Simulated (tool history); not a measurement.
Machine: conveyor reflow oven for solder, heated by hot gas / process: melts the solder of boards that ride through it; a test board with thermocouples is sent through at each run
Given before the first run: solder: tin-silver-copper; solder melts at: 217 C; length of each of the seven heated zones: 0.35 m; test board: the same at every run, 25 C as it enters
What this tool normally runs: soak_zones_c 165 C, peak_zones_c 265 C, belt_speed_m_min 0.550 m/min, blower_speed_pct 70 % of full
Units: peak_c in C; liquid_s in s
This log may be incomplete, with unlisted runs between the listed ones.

run,hour,soak_zones_c,peak_zones_c,belt_speed_m_min,blower_speed_pct,peak_c,liquid_s
1,0.0,165,265,0.550,70,245.5,48.5
2,13.3,165,265,0.550,70,245.4,48.6
3,21.2,165,265,0.550,70,245.3,48.5
4,34.6,156,265,0.550,70,243.4,43.8
5,45.1,156,265,0.550,70,244.2,44.0
6,52.4,156,265,0.550,70,243.5,44.0
7,64.1,156,265,0.550,70,243.4,44.1
8,71.6,165,276,0.550,70,254.6,54.9
9,83.7,165,276,0.550,73,255.5,55.9
# hour 93.8: flux residue cleaned out of gas plates and filters
10,102.9,165,276,0.550,73,256.6,56.9
11,112.0,165,276,0.550,73,256.7,56.8
12,124.5,171,265,0.550,70,247.3,52.3
13,136.4,170,265,0.550,70,247.1,52.1
14,150.5,170,265,0.550,70,247.0,51.4
15,163.0,170,265,0.550,70,246.5,51.6
16,176.2,167,277,0.501,62,257.8,64.1
17,187.8,167,277,0.501,62,257.1,64.6
18,199.1,163,277,0.501,62,256.3,62.6
19,213.4,172,277,0.655,85,254.5,47.9
20,223.4,169,277,0.655,69,249.4,43.2
21,237.3,165,270,0.448,70,255.9,71.9
22,250.8,165,270,0.448,70,255.6,71.5
23,257.8,179,265,0.579,70,246.1,51.6
# hour 263.7: thermocouples of zones 6 and 7 changed
24,271.8,153,265,0.550,70,245.5,45.3
25,284.3,153,265,0.550,70,245.4,44.6
26,298.0,176,268,0.496,57,251.6,64.3
27,311.1,174,265,0.630,86,247.7,46.8
28,324.1,175,270,0.550,70,253.3,57.7
29,331.5,161,267,0.440,51,250.3,65.3
30,344.5,161,267,0.440,51,250.3,64.9

Run by run, hidden condition taken away, random variation retained:
Hidden state at play: heat that the gas passes to the board, % of a clean oven's; belt's true speed, % of the reading; true gas temperature in zones 6 and 7 over the reading, C; drift of the gauge itself on peak_c, C; drift of the gauge itself on liquid_s, %.
run,peak_c,liquid_s
1,248.2,50.7
2,248.2,50.9
3,248.1,50.9
4,246.4,46.5
5,247.3,46.9
6,246.6,46.9
7,246.6,47.0
8,257.8,56.9
9,258.8,58.0
10,258.7,57.9
11,258.7,57.8
12,249.4,53.7
13,249.2,53.6
14,249.3,52.9
15,248.8,53.2
16,260.2,65.4
17,259.5,65.9
18,258.8,64.0
19,257.2,49.2
20,252.0,44.8
21,258.6,73.6
22,258.4,73.2
23,248.8,53.6
24,246.2,45.9
25,246.2,45.4
26,252.3,64.6
27,248.7,47.5
28,254.2,58.2
29,251.1,65.8
30,251.2,65.5

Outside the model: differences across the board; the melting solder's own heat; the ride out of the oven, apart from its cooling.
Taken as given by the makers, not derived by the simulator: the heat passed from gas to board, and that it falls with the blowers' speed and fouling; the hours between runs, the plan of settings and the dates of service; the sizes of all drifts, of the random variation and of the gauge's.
